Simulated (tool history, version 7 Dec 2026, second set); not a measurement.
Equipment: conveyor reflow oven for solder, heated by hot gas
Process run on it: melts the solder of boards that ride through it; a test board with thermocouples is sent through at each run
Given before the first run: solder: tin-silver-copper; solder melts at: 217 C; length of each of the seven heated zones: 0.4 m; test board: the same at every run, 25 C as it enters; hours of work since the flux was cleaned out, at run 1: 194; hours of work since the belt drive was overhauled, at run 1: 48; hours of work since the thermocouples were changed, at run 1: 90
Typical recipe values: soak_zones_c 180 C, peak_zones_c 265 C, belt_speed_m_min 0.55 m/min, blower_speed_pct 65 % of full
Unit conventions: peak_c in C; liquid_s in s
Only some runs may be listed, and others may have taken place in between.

| run | day | soak_zones_c | peak_zones_c | belt_speed_m_min | blower_speed_pct | hours of work since the flux was cleaned out | hours of work since the belt drive was overhauled | hours of work since the thermocouples were changed | peak_c | liquid_s |
|---|---|---|---|---|---|---|---|---|---|---|
| 1 | 0 | 180 | 265 | 0.55 | 65 | 194 | 48 | 90 | 254.1 | 70.3 |
| 2 | 0.496 | 180 | 265 | 0.55 | 65 | 200 | 54 | 96 | 254.2 | 70.7 |
| 3 | 0.921 | 180 | 265 | 0.55 | 67 | 205 | 60 | 101 | 254.3 | 70.8 |
| 4 | 1.25 | 180 | 265 | 0.55 | 67 | 209 | 64 | 105 | 254.2 | 70.6 |
| 5 | 1.712 | 180 | 265 | 0.55 | 67 | 215 | 70 | 111 | 254.3 | 70.9 |
| 6 | 2.208 | 180 | 265 | 0.55 | 67 | 221 | 76 | 117 | 254.3 | 70.2 |
|  | 2.438 | flux residue cleaned out of gas plates and filters |
| 7 | 2.796 | 180 | 265 | 0.55 | 67 | 4 | 80 | 122 | 252.8 | 69.9 |
| 8 | 3.196 | 180 | 265 | 0.55 | 67 | 9 | 85 | 127 | 253.1 | 69.3 |
|  | 3.646 | flux residue cleaned out of gas plates and filters, once more |
| 9 | 3.779 | 180 | 265 | 0.55 | 67 | 2 | 90 | 131 | 255.4 | 71.9 |
| 10 | 4.229 | 180 | 265 | 0.55 | 67 | 7 | 95 | 137 | 255.4 | 71.9 |

Branching from run 10: 3 alternative next runs. What would each branch give?
| A | 4.625 | 180 | 268 | 0.55 | 58 | 12 | 100 | 142 | ? | ? |
| B | 4.625 | 190 | 265 | 0.55 | 65 | 12 | 100 | 142 | ? | ? |
| C | 4.625 | 194 | 265 | 0.55 | 67 | 12 | 100 | 142 | ? | ? |

| run | peak_c | liquid_s |
|---|---|---|
| A | 256.9 | 72.7 |
| B | 256.3 | 77.2 |
| C | 257.3 | 79.9 |
Without the tool's unlogged condition, the same runs would have read:
| run | peak_c | liquid_s |
|---|---|---|
| A | 256.3 | 72.2 |
| B | 255.7 | 76.7 |
| C | 256.8 | 79.5 |
